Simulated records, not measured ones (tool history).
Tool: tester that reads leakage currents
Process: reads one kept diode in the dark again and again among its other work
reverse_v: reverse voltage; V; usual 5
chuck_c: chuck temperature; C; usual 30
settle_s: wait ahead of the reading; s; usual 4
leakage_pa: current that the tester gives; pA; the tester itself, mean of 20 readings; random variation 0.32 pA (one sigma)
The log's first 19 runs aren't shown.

run,hour,reverse_v,chuck_c,settle_s,hours of work since the probe card was cleaned,hours of work since the tester was calibrated,hours of work since the chuck was calibrated,leakage_pa
20,361.5,5,30,0.53,860,400,602,121.72
21,386.4,5,26,4,871,411,613,89.08
22,408.8,5,28,4,881,421,623,103.67
23,429.5,5,28,4,890,430,632,102.89
24,453.7,5,28,4,900,440,643,103.44
25,481,5,28,4,912,452,655,103.57
26,502.1,2.88,28,4,922,462,664,74.96
27,528,8.29,33,0.72,933,473,676,204.82
28,543.3,8.29,33,0.72,940,480,682,205.22
29,573.4,6.84,32,6.69,953,493,696,167.61
30,586.8,6.84,32,6.69,959,499,701,167.82
31,607.9,6.84,32,6.69,968,508,711,168.1
32,637.1,6.84,32,6.69,981,521,724,168.63
33,650.5,6.84,32,6.69,987,527,730,168.37
34,664.6,11.69,43,0.49,993,533,736,504.49
35,690.1,11.69,43,0.49,1005,545,747,503.39
36,711.3,11.69,43,0.49,1014,554,756,503.23
37,739.7,2.72,43,2.84,1027,567,769,212.93
38,762,2.72,43,2.84,1036,576,779,213.85
39,787.2,5,30,0.68,1048,587,790,124.25

5 ways to go on from here, each from the tool as it stands after run 39. What would each give?
A,802,2.11,43,0.68,1054,594,796,?
B,802,2.41,24,0.68,1054,594,796,?
C,802,3.7,40,1.19,1054,594,796,?
D,802,5,24,0.68,1054,594,796,?
E,802,5,30,0.8,1054,594,796,?

run,leakage_pa
A,184.31
B,52.68
C,207.78
D,81.77
E,124.45
Without the tool's hidden state the same runs would have given:
run,leakage_pa
A,164.15
B,44.73
C,183.46
D,68.39
E,106.74
